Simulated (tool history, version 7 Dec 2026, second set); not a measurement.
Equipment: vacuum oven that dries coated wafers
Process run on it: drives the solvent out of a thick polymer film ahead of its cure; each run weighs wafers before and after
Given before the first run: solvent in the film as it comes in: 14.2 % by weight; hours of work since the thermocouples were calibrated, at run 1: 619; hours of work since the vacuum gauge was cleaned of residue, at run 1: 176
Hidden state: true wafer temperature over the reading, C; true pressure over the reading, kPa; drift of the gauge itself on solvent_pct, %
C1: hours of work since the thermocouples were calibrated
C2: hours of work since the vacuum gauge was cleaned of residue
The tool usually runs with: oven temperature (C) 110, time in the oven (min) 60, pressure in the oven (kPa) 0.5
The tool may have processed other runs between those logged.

run 1 hour=0 | oven_temperature_(C)=110 time_in_the_oven_(min)=60 pressure_in_the_oven_(kPa)=0.5 | C1=619 C2=176 | solvent_left_in_the_film_(%)=0.94
run 2 hour=5.2 | oven_temperature_(C)=110 time_in_the_oven_(min)=60 pressure_in_the_oven_(kPa)=0.5 | C1=622 C2=179 | solvent_left_in_the_film_(%)=0.97
run 3 hour=13.4 | oven_temperature_(C)=110 time_in_the_oven_(min)=60 pressure_in_the_oven_(kPa)=0.5 | C1=626 C2=183 | solvent_left_in_the_film_(%)=0.98
run 4 hour=19.8 | oven_temperature_(C)=110 time_in_the_oven_(min)=60 pressure_in_the_oven_(kPa)=0.5 | C1=629 C2=186 | solvent_left_in_the_film_(%)=0.94
run 5 hour=25.5 | oven_temperature_(C)=110 time_in_the_oven_(min)=60 pressure_in_the_oven_(kPa)=0.5 | C1=632 C2=189 | solvent_left_in_the_film_(%)=0.96
run 6 hour=34.3 | oven_temperature_(C)=110 time_in_the_oven_(min)=60 pressure_in_the_oven_(kPa)=0.5 | C1=636 C2=193 | solvent_left_in_the_film_(%)=0.96
run 7 hour=41.6 | oven_temperature_(C)=110 time_in_the_oven_(min)=60 pressure_in_the_oven_(kPa)=0.5 | C1=639 C2=196 | solvent_left_in_the_film_(%)=0.96
run 8 hour=53.4 | oven_temperature_(C)=110 time_in_the_oven_(min)=60 pressure_in_the_oven_(kPa)=0.5 | C1=645 C2=202 | solvent_left_in_the_film_(%)=0.96
run 9 hour=65.7 | oven_temperature_(C)=110 time_in_the_oven_(min)=60 pressure_in_the_oven_(kPa)=0.5 | C1=651 C2=208 | solvent_left_in_the_film_(%)=0.95
run 10 hour=74.7 | oven_temperature_(C)=110 time_in_the_oven_(min)=89 pressure_in_the_oven_(kPa)=0.5 | C1=655 C2=212 | solvent_left_in_the_film_(%)=0.44
run 11 hour=86.5 | oven_temperature_(C)=110 time_in_the_oven_(min)=89 pressure_in_the_oven_(kPa)=0.5 | C1=661 C2=218 | solvent_left_in_the_film_(%)=0.43
run 12 hour=92.9 | oven_temperature_(C)=123 time_in_the_oven_(min)=60 pressure_in_the_oven_(kPa)=0.5 | C1=664 C2=221 | solvent_left_in_the_film_(%)=0.18
run 13 hour=100.9 | oven_temperature_(C)=110 time_in_the_oven_(min)=60 pressure_in_the_oven_(kPa)=0.5 | C1=668 C2=225 | solvent_left_in_the_film_(%)=0.96
run 14 hour=111.3 | oven_temperature_(C)=110 time_in_the_oven_(min)=60 pressure_in_the_oven_(kPa)=0.5 | C1=673 C2=230 | solvent_left_in_the_film_(%)=0.95
run 15 hour=118.9 | oven_temperature_(C)=110 time_in_the_oven_(min)=60 pressure_in_the_oven_(kPa)=0.5 | C1=677 C2=234 | solvent_left_in_the_film_(%)=0.96
run 16 hour=126.1 | oven_temperature_(C)=110 time_in_the_oven_(min)=60 pressure_in_the_oven_(kPa)=0.5 | C1=680 C2=237 | solvent_left_in_the_film_(%)=0.95
run 17 hour=134.3 | oven_temperature_(C)=110 time_in_the_oven_(min)=60 pressure_in_the_oven_(kPa)=0.5 | C1=684 C2=241 | solvent_left_in_the_film_(%)=0.97
-- hour=136.4 vacuum gauge cleaned of residue and calibrated
run 18 hour=141.1 | oven_temperature_(C)=110 time_in_the_oven_(min)=60 pressure_in_the_oven_(kPa)=0.5 | C1=687 C2=2 | solvent_left_in_the_film_(%)=0.97
run 19 hour=152.2 | oven_temperature_(C)=110 time_in_the_oven_(min)=60 pressure_in_the_oven_(kPa)=0.5 | C1=692 C2=8 | solvent_left_in_the_film_(%)=0.97
run 20 hour=164.8 | oven_temperature_(C)=110 time_in_the_oven_(min)=60 pressure_in_the_oven_(kPa)=0.5 | C1=698 C2=14 | solvent_left_in_the_film_(%)=0.98
run 21 hour=170.5 | oven_temperature_(C)=117 time_in_the_oven_(min)=60 pressure_in_the_oven_(kPa)=0.5 | C1=701 C2=16 | solvent_left_in_the_film_(%)=0.37
run 22 hour=180.9 | oven_temperature_(C)=110 time_in_the_oven_(min)=60 pressure_in_the_oven_(kPa)=0.5 | C1=706 C2=22 | solvent_left_in_the_film_(%)=0.96
run 23 hour=191.4 | oven_temperature_(C)=110 time_in_the_oven_(min)=60 pressure_in_the_oven_(kPa)=0.5 | C1=711 C2=27 | solvent_left_in_the_film_(%)=0.96
run 24 hour=198 | oven_temperature_(C)=110 time_in_the_oven_(min)=60 pressure_in_the_oven_(kPa)=0.5 | C1=714 C2=30 | solvent_left_in_the_film_(%)=0.97
-- hour=202.5 vacuum gauge cleaned of residue and calibrated, once more
run 25 hour=211.5 | oven_temperature_(C)=96 time_in_the_oven_(min)=78 pressure_in_the_oven_(kPa)=1.785 | C1=720 C2=4 | solvent_left_in_the_film_(%)=3.47
run 26 hour=217.6 | oven_temperature_(C)=97 time_in_the_oven_(min)=60 pressure_in_the_oven_(kPa)=1.568 | C1=723 C2=7 | solvent_left_in_the_film_(%)=4.02
run 27 hour=229.5 | oven_temperature_(C)=98 time_in_the_oven_(min)=45 pressure_in_the_oven_(kPa)=1.568 | C1=729 C2=13 | solvent_left_in_the_film_(%)=4.92
run 28 hour=239.2 | oven_temperature_(C)=120 time_in_the_oven_(min)=100 pressure_in_the_oven_(kPa)=0.605 | C1=734 C2=18 | solvent_left_in_the_film_(%)=0.18
run 29 hour=248.9 | oven_temperature_(C)=110 time_in_the_oven_(min)=51 pressure_in_the_oven_(kPa)=0.5 | C1=738 C2=22 | solvent_left_in_the_film_(%)=1.28
run 30 hour=258 | oven_temperature_(C)=110 time_in_the_oven_(min)=51 pressure_in_the_oven_(kPa)=0.5 | C1=743 C2=27 | solvent_left_in_the_film_(%)=1.29
run 31 hour=269.7 | oven_temperature_(C)=110 time_in_the_oven_(min)=51 pressure_in_the_oven_(kPa)=0.5 | C1=748 C2=33 | solvent_left_in_the_film_(%)=1.28
run 32 hour=277 | oven_temperature_(C)=110 time_in_the_oven_(min)=51 pressure_in_the_oven_(kPa)=1.799 | C1=752 C2=36 | solvent_left_in_the_film_(%)=1.78
run 33 hour=287 | oven_temperature_(C)=110 time_in_the_oven_(min)=51 pressure_in_the_oven_(kPa)=1.799 | C1=757 C2=41 | solvent_left_in_the_film_(%)=1.77
run 34 hour=292.8 | oven_temperature_(C)=100 time_in_the_oven_(min)=63 pressure_in_the_oven_(kPa)=0.461 | C1=760 C2=44 | solvent_left_in_the_film_(%)=2.58
run 35 hour=305.3 | oven_temperature_(C)=100 time_in_the_oven_(min)=63 pressure_in_the_oven_(kPa)=0.461 | C1=766 C2=50 | solvent_left_in_the_film_(%)=2.55
run 36 hour=315.5 | oven_temperature_(C)=100 time_in_the_oven_(min)=89 pressure_in_the_oven_(kPa)=0.57 | C1=771 C2=55 | solvent_left_in_the_film_(%)=1.54
run 37 hour=327.4 | oven_temperature_(C)=100 time_in_the_oven_(min)=89 pressure_in_the_oven_(kPa)=0.57 | C1=776 C2=61 | solvent_left_in_the_film_(%)=1.51
run 38 hour=333.9 | oven_temperature_(C)=110 time_in_the_oven_(min)=78 pressure_in_the_oven_(kPa)=0.521 | C1=780 C2=64 | solvent_left_in_the_film_(%)=0.53
run 39 hour=346.1 | oven_temperature_(C)=101 time_in_the_oven_(min)=49 pressure_in_the_oven_(kPa)=1.012 | C1=785 C2=70 | solvent_left_in_the_film_(%)=3.51
run 40 hour=351.7 | oven_temperature_(C)=101 time_in_the_oven_(min)=49 pressure_in_the_oven_(kPa)=1.012 | C1=788 C2=72 | solvent_left_in_the_film_(%)=3.51
run 41 hour=356.9 | oven_temperature_(C)=101 time_in_the_oven_(min)=49 pressure_in_the_oven_(kPa)=1.012 | C1=791 C2=75 | solvent_left_in_the_film_(%)=3.5
run 42 hour=368.4 | oven_temperature_(C)=101 time_in_the_oven_(min)=49 pressure_in_the_oven_(kPa)=1.012 | C1=796 C2=80 | solvent_left_in_the_film_(%)=3.51
run 43 hour=378 | oven_temperature_(C)=114 time_in_the_oven_(min)=61 pressure_in_the_oven_(kPa)=0.5 | C1=801 C2=85 | solvent_left_in_the_film_(%)=0.5
run 44 hour=389.1 | oven_temperature_(C)=110 time_in_the_oven_(min)=106 pressure_in_the_oven_(kPa)=0.526 | C1=806 C2=90 | solvent_left_in_the_film_(%)=0.31
run 45 hour=401.6 | oven_temperature_(C)=116 time_in_the_oven_(min)=93 pressure_in_the_oven_(kPa)=0.499 | C1=812 C2=97 | solvent_left_in_the_film_(%)=0.21
run 46 hour=409.9 | oven_temperature_(C)=105 time_in_the_oven_(min)=92 pressure_in_the_oven_(kPa)=0.499 | C1=816 C2=101 | solvent_left_in_the_film_(%)=0.71
run 47 hour=419.3 | oven_temperature_(C)=105 time_in_the_oven_(min)=92 pressure_in_the_oven_(kPa)=0.499 | C1=821 C2=105 | solvent_left_in_the_film_(%)=0.71

Forecast each of these 3 alternatives for the next run:
run A hour=426.4 | oven_temperature_(C)=110 time_in_the_oven_(min)=43 pressure_in_the_oven_(kPa)=0.5 | C1=824 C2=109 | solvent_left_in_the_film_(%)=?
run B hour=426.4 | oven_temperature_(C)=100 time_in_the_oven_(min)=92 pressure_in_the_oven_(kPa)=0.499 | C1=824 C2=109 | solvent_left_in_the_film_(%)=?
run C hour=426.4 | oven_temperature_(C)=105 time_in_the_oven_(min)=80 pressure_in_the_oven_(kPa)=0.791 | C1=824 C2=109 | solvent_left_in_the_film_(%)=?

run=A solvent_left_in_the_film_(%)=1.73
run=B solvent_left_in_the_film_(%)=1.36
run=C solvent_left_in_the_film_(%)=1.1
What these runs would have given with no unlogged condition in the tool:
run=A solvent_left_in_the_film_(%)=2.15
run=B solvent_left_in_the_film_(%)=1.75
run=C solvent_left_in_the_film_(%)=1.4

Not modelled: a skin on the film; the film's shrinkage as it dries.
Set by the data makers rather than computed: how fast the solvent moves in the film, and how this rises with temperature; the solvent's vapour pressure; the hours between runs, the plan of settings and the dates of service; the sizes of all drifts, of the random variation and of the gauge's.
